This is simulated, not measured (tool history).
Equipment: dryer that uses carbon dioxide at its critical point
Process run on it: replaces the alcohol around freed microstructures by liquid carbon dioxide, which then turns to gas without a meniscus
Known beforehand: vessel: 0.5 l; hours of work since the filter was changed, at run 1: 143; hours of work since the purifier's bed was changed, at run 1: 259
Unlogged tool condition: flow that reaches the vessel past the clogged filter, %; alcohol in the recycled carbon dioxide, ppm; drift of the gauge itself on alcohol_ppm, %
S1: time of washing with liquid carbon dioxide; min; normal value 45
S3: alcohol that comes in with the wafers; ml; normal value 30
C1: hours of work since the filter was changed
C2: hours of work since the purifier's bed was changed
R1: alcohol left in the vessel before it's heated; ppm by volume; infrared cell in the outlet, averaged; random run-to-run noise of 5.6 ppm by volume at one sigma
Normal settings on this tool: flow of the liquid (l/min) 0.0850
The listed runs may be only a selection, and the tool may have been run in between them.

Run 1, day 0.000: usual settings; C1 143; C2 259. Result: R1 197 ppm by volume.
Run 2, day 0.608: usual settings; C1 149; C2 265. Result: R1 199 ppm by volume.
Run 3, day 1.267: usual settings but S1 66 min; C1 156; C2 272. Result: R1 40 ppm by volume.
Run 4, day 2.204: usual settings but S1 66 min; C1 166; C2 282. Result: R1 25 ppm by volume.
Run 5, day 3.146: usual settings but S1 47 min; C1 175; C2 292. Result: R1 172 ppm by volume.
Run 6, day 3.933: usual settings but S1 47 min; C1 183; C2 300. Result: R1 161 ppm by volume.
Run 7, day 4.858: usual settings but S1 32 min; C1 193; C2 309. Result: R1 1033 ppm by volume.
Run 8, day 5.521: usual settings but S1 32 min, S3 69 ml; C1 200; C2 316. Result: R1 2334 ppm by volume.
Run 9, day 6.475: usual settings but S3 63 ml; C1 210; C2 326. Result: R1 433 ppm by volume.
Run 10, day 6.971: usual settings; C1 215; C2 331. Result: R1 234 ppm by volume.
Run 11, day 7.621: usual settings but flow of the liquid (l/min) 0.0899, S3 112 ml; C1 221; C2 338. Result: R1 549 ppm by volume.
Run 12, day 8.325: usual settings but S1 67 min, flow of the liquid (l/min) 0.0738; C1 229; C2 345. Result: R1 65 ppm by volume.
Run 13, day 9.117: usual settings but S1 67 min, flow of the liquid (l/min) 0.0738; C1 237; C2 353. Result: R1 51 ppm by volume.
Run 14, day 10.104: usual settings but S1 40 min, flow of the liquid (l/min) 0.0738, S3 37 ml; C1 247; C2 363. Result: R1 949 ppm by volume.
Run 15, day 10.746: usual settings but S1 31 min, flow of the liquid (l/min) 0.1126; C1 254; C2 370. Result: R1 368 ppm by volume.

Expected results for the next run?
Run 16, day 11.192: usual settings but S1 37 min, S3 119 ml; C1 258; C2 374. Result: R1 ?.

{"run 16": {"R1": 2214}}
On a tool with no hidden condition, and with the same random variation, this run would have come out at R1 1782 ppm by volume.
